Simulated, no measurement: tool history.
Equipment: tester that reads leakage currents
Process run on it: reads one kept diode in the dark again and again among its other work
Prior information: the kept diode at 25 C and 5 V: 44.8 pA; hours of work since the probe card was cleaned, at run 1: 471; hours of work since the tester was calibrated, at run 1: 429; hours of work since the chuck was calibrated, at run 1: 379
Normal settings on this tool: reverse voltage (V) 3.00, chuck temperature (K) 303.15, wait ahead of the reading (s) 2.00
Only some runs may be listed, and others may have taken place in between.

run     day  reverse voltage (V)  chuck temperature (K)  wait ahead of the reading (s)  hours of work since the probe card was cleaned  hours of work since the tester was calibrated  hours of work since the chuck was calibrated  current that the tester gives (pA)
  1   0.000                 3.00                 303.15                           2.00                                             471                                            429                                           379                               67.91
  2   1.683                 3.00                 323.15                           2.00                                             501                                            459                                           409                              368.61
  3   3.146                 3.00                 323.15                           2.00                                             527                                            485                                           435                              369.42
  4   4.150                 3.00                 303.15                           7.96                                             545                                            503                                           453                               68.81
  5   5.004                15.27                 303.15                           2.00                                             561                                            518                                           468                              134.39
  6   5.738                15.27                 303.15                           2.00                                             574                                            532                                           482                              135.70
  7   6.912                 3.00                 303.15                           4.82                                             595                                            553                                           503                               70.08
  8   7.850                 3.00                 303.15                           4.82                                             612                                            569                                           520                               70.25
  9   9.283                 3.00                 332.15                           2.00                                             637                                            595                                           545                              769.59
 10  10.058                 3.00                 332.15                           2.00                                             651                                            609                                           559                              767.56
 11  11.788                 3.00                 332.15                           2.00                                             682                                            640                                           590                              774.99
 12  13.267                 3.00                 309.15                           2.00                                             709                                            667                                           617                              121.44

What does the tool deliver on the next run?
 13  14.471                 3.00                 320.15                           3.63                                             731                                            688                                           638                                   ?

current that the tester gives (pA): 305.00
Minus the tool's unlogged condition, the same run would have read current that the tester gives (pA) 266.23.
